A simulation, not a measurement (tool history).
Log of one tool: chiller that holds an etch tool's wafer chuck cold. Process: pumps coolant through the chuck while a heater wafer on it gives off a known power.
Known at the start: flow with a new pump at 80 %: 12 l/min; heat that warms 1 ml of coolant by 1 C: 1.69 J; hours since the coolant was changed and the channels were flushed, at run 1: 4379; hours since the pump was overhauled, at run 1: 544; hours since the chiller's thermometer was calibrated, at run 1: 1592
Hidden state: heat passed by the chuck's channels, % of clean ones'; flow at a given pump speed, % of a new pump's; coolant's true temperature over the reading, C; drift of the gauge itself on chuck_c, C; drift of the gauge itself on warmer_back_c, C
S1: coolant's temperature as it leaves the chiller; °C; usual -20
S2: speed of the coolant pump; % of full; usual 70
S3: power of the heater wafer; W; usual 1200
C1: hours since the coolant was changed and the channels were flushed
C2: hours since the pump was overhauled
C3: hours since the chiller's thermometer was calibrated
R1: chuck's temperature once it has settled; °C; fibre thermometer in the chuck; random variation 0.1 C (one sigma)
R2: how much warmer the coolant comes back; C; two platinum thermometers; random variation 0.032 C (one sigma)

run 1 hour=0 | S1=-20 S2=70 S3=1200 | C1=4379 C2=544 C3=1592 | R1=-10.1 R2=4.06
run 2 hour=170.1 | S1=-20 S2=70 S3=1200 | C1=4549 C2=714 C3=1762 | R1=-9.7 R2=4.02
run 3 hour=305.1 | S1=-25 S2=70 S3=1200 | C1=4684 C2=849 C3=1897 | R1=-14.9 R2=4.1
run 4 hour=409.1 | S1=-20 S2=70 S3=1200 | C1=4788 C2=953 C3=2001 | R1=-9.9 R2=4.14
run 5 hour=502.7 | S1=-20 S2=70 S3=1200 | C1=4882 C2=1046 C3=2094 | R1=-9.8 R2=4.12
-- hour=642.7 coolant changed, channels flushed
run 6 hour=680.6 | S1=-20 S2=70 S3=1200 | C1=38 C2=1218 C3=2266 | R1=-10.9 R2=4.12
run 7 hour=845.8 | S1=-10 S2=70 S3=1200 | C1=203 C2=1383 C3=2431 | R1=-0.9 R2=4.15
run 8 hour=951.5 | S1=-20 S2=70 S3=1200 | C1=309 C2=1489 C3=2537 | R1=-10.9 R2=4.12
run 9 hour=1080.7 | S1=-20 S2=70 S3=1200 | C1=438 C2=1618 C3=2666 | R1=-10.7 R2=4.14
run 10 hour=1186.9 | S1=-20 S2=70 S3=663 | C1=544 C2=1724 C3=2773 | R1=-14.5 R2=2.34
run 11 hour=1312.3 | S1=-20 S2=70 S3=1200 | C1=670 C2=1850 C3=2898 | R1=-10.5 R2=4.12
run 12 hour=1416.5 | S1=-20 S2=70 S3=1200 | C1=774 C2=1954 C3=3002 | R1=-10.5 R2=4.14
run 13 hour=1542.1 | S1=-20 S2=70 S3=1200 | C1=899 C2=2080 C3=3128 | R1=-10.5 R2=4.12
run 14 hour=1631 | S1=-20 S2=70 S3=1200 | C1=988 C2=2169 C3=3217 | R1=-10.5 R2=4.12
run 15 hour=1774.6 | S1=-20 S2=70 S3=1200 | C1=1132 C2=2312 C3=3360 | R1=-10.6 R2=4.14
-- hour=1789 coolant pump overhauled
run 16 hour=1936.8 | S1=-20 S2=70 S3=1200 | C1=1289 C2=148 C3=3517 | R1=-10.2 R2=4.24
run 17 hour=2063.1 | S1=-10 S2=80 S3=1043 | C1=1415 C2=274 C3=3644 | R1=-2.2 R2=3.24
-- hour=2174.6 chiller's thermometer calibrated
run 18 hour=2222.9 | S1=-10 S2=80 S3=1043 | C1=1574 C2=433 C3=48 | R1=-2.7 R2=3.23
run 19 hour=2363.2 | S1=-10 S2=80 S3=1043 | C1=1715 C2=573 C3=189 | R1=-2.6 R2=3.21
run 20 hour=2498.9 | S1=-10 S2=80 S3=1043 | C1=1850 C2=709 C3=324 | R1=-2.6 R2=3.18
run 21 hour=2680.7 | S1=-10 S2=80 S3=1043 | C1=2032 C2=891 C3=506 | R1=-2.7 R2=3.21
run 22 hour=2815.7 | S1=-10 S2=80 S3=1043 | C1=2167 C2=1026 C3=641 | R1=-2.5 R2=3.31
run 23 hour=2960.5 | S1=-10 S2=80 S3=1043 | C1=2312 C2=1170 C3=786 | R1=-2.4 R2=3.23
-- hour=3050.8 coolant pump overhauled, once more
run 24 hour=3082.8 | S1=-10 S2=77 S3=1113 | C1=2429 C2=32 C3=903 | R1=-1.8 R2=3.41
run 25 hour=3265.1 | S1=-10 S2=77 S3=1113 | C1=2611 C2=214 C3=1086 | R1=-1.9 R2=3.49
run 26 hour=3361.5 | S1=-20 S2=96 S3=1200 | C1=2708 C2=311 C3=1182 | R1=-12.3 R2=2.94
run 27 hour=3527.4 | S1=-28 S2=82 S3=1200 | C1=2874 C2=477 C3=1348 | R1=-19.6 R2=3.47
run 28 hour=3638.3 | S1=-28 S2=82 S3=1392 | C1=2985 C2=587 C3=1459 | R1=-18.2 R2=4.04
run 29 hour=3761.3 | S1=-28 S2=71 S3=1771 | C1=3108 C2=711 C3=1582 | R1=-14.3 R2=5.96
run 30 hour=3923.9 | S1=-16 S2=71 S3=1771 | C1=3270 C2=873 C3=1744 | R1=-2 R2=5.99
run 31 hour=4029.5 | S1=-16 S2=78 S3=1771 | C1=3376 C2=979 C3=1850 | R1=-2.9 R2=5.47
run 32 hour=4150 | S1=-20 S2=70 S3=1787 | C1=3496 C2=1099 C3=1970 | R1=-5.5 R2=6.17

4 ways to go on from here, each from the tool as it stands after run 32. What would each give?
run A hour=4265.1 | S1=-24 S2=83 S3=748 | C1=3611 C2=1214 C3=2085 | R1=? R2=?
run B hour=4265.1 | S1=-23 S2=66 S3=1642 | C1=3611 C2=1214 C3=2085 | R1=? R2=?
run C hour=4265.1 | S1=-22 S2=70 S3=1787 | C1=3611 C2=1214 C3=2085 | R1=? R2=?
run D hour=4265.1 | S1=-18 S2=70 S3=1787 | C1=3611 C2=1214 C3=2085 | R1=? R2=?

run=A R1=-18.4 R2=2.2
run=B R1=-9.2 R2=5.99
run=C R1=-7.6 R2=6.16
run=D R1=-3.5 R2=6.19
Without the tool's hidden state the same runs would have given:
run=A R1=-19.2 R2=2.17
run=B R1=-10.7 R2=5.92
run=C R1=-9.2 R2=6.08
run=D R1=-5.2 R2=6.12
